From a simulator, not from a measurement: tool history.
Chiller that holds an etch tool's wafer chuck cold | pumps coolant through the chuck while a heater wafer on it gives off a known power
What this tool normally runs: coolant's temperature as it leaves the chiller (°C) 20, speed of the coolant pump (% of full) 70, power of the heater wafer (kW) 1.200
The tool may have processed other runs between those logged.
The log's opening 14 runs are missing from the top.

run     day  coolant's temperature as it leaves the chiller (°C)  speed of the coolant pump (% of full)  power of the heater wafer (kW)  hours since the coolant was changed and the channels were flushed  hours since the pump was overhauled  hours since the chiller's thermometer was calibrated  chuck's temperature once it has settled (°C)  how much warmer the coolant comes back (C)
 15  24.775                                                   22                                     70                           1.200                                                               3122                                 1939                                                   954                                          40.2                                        5.12
 16  26.817                                                   22                                     70                           1.200                                                               3171                                 1988                                                  1003                                          40.3                                        5.15
 17  28.338                                                   11                                     73                           1.276                                                               3208                                 2025                                                  1040                                          30.0                                        5.21
     28.504  -- chiller's thermometer calibrated
 18  29.979                                                   16                                     97                           0.788                                                               3246                                 2063                                                    35                                          25.8                                        2.35
 19  31.925                                                   16                                     97                           0.788                                                               3293                                 2110                                                    82                                          25.8                                        2.35
     32.792  -- chiller's thermometer calibrated, once more
 20  34.100                                                   21                                     91                           0.697                                                               3344                                 2161                                                    31                                          29.8                                        2.17
 21  35.992                                                   16                                     91                           1.037                                                               3389                                 2206                                                    77                                          29.0                                        3.30
 22  37.612                                                   15                                     94                           0.601                                                               3428                                 2245                                                   116                                          22.5                                        1.87
 23  39.896                                                   15                                     94                           0.601                                                               3483                                 2300                                                   171                                          22.5                                        1.88
 24  42.150                                                   15                                     94                           0.601                                                               3537                                 2354                                                   225                                          22.5                                        1.85

The next listed run, before its measurement:
 25  43.312                                                   25                                     77                           1.238                                                               3565                                 2382                                                   252                                             ?                                           ?

Run 25 gave chuck's temperature once it has settled (°C) 42.8, how much warmer the coolant comes back (C) 4.86.
Take away the tool's hidden state, keep the run-to-run variation as it was, and the same run would have given chuck's temperature once it has settled (°C) 39.4, how much warmer the coolant comes back (C) 4.55.
